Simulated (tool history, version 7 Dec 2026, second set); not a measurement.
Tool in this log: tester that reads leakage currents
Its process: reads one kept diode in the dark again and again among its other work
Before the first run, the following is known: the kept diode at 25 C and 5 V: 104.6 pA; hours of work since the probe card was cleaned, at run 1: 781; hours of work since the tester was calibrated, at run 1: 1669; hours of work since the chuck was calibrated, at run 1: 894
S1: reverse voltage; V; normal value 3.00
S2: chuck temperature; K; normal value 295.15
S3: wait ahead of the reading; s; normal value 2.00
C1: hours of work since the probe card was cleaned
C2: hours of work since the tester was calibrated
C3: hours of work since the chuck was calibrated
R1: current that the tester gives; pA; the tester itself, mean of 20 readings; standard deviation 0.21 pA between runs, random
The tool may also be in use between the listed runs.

run    hour     S1      S2    S3    C1    C2    C3       R1
  1     0.0   3.00  295.15  2.00   781  1669   894    79.73
  2   156.0   3.00  325.15  2.00   847  1734   960   559.90
  3   294.3   4.45  325.15  2.00   905  1793  1018   666.25
  4   399.3   4.45  325.15  2.00   949  1837  1062   670.42
  5   608.3   4.45  325.15  2.00  1037  1925  1150   675.80
      753.3  -- probe card cleaned and baked
  6   798.5  11.89  325.15  2.00    19  2003  1229  1023.18
  7   911.7   3.00  295.15  2.00    67  2051  1276    79.88
  8  1091.6   3.00  295.15  5.70   142  2126  1352    80.12
  9  1292.3   3.00  295.15  0.68   227  2211  1436    83.00
 10  1430.9   3.00  314.15  2.00   285  2269  1494   297.46
 11  1540.0   3.00  314.15  2.00   331  2315  1540   298.83
 12  1639.6   3.00  314.15  2.00   373  2357  1582   302.74
     1715.1  -- chuck's temperature calibrated
 13  1778.0   3.00  295.15  2.31   430  2414    26    70.11
 14  1944.9   3.00  295.15  2.00   500  2484    97    71.28
     2069.6  -- tester calibrated
 15  2126.9   3.00  295.15  2.00   576    24   172    72.75
 16  2220.8   4.37  312.15  1.74   615    64   212   274.31
 17  2387.9   4.37  312.15  1.74   686   134   282   274.35
 18  2593.4   1.40  298.15  2.00   772   220   368    65.72
 19  2686.3   5.52  293.15  0.69   811   259   407    90.05
 20  2821.8   5.52  293.15  0.69   868   316   464    91.24
 21  2928.9   3.06  293.15  0.69   913   361   509    69.13
 22  3030.9   3.06  293.15  0.69   956   404   552    69.65
 23  3150.5   3.03  326.15  1.23  1006   454   603   575.48
 24  3256.0   4.11  317.15  2.00  1050   499   647   383.28
     3365.4  -- probe card cleaned and baked
 25  3430.9   4.11  317.15  2.00    28   571   719   377.87
 26  3639.1  13.54  299.15  5.95   115   659   807   192.83
 27  3782.7   3.00  324.15  1.45   175   719   867   516.55
 28  3881.3   3.00  295.15  0.87   217   760   909    77.59
 29  4016.4   3.00  315.15  2.00   274   817   965   300.59
 30  4220.6   3.00  315.15  2.00   360   903  1051   301.24

Forecast each of these 4 alternatives for the next run:
  A  4413.0   3.00  301.15  2.00  440  984  1132   ?
  B  4413.0   3.00  301.15  9.39  440  984  1132   ?
  C  4413.0  16.09  309.15  4.11  440  984  1132   ?
  D  4413.0   3.00  306.15  2.00  440  984  1132   ?

run      R1
  A  121.21
  B  120.40
  C  431.63
  D  169.79
What these runs would have given with no unlogged condition in the tool:
run      R1
  A  105.31
  B  104.53
  C  373.48
  D  148.91

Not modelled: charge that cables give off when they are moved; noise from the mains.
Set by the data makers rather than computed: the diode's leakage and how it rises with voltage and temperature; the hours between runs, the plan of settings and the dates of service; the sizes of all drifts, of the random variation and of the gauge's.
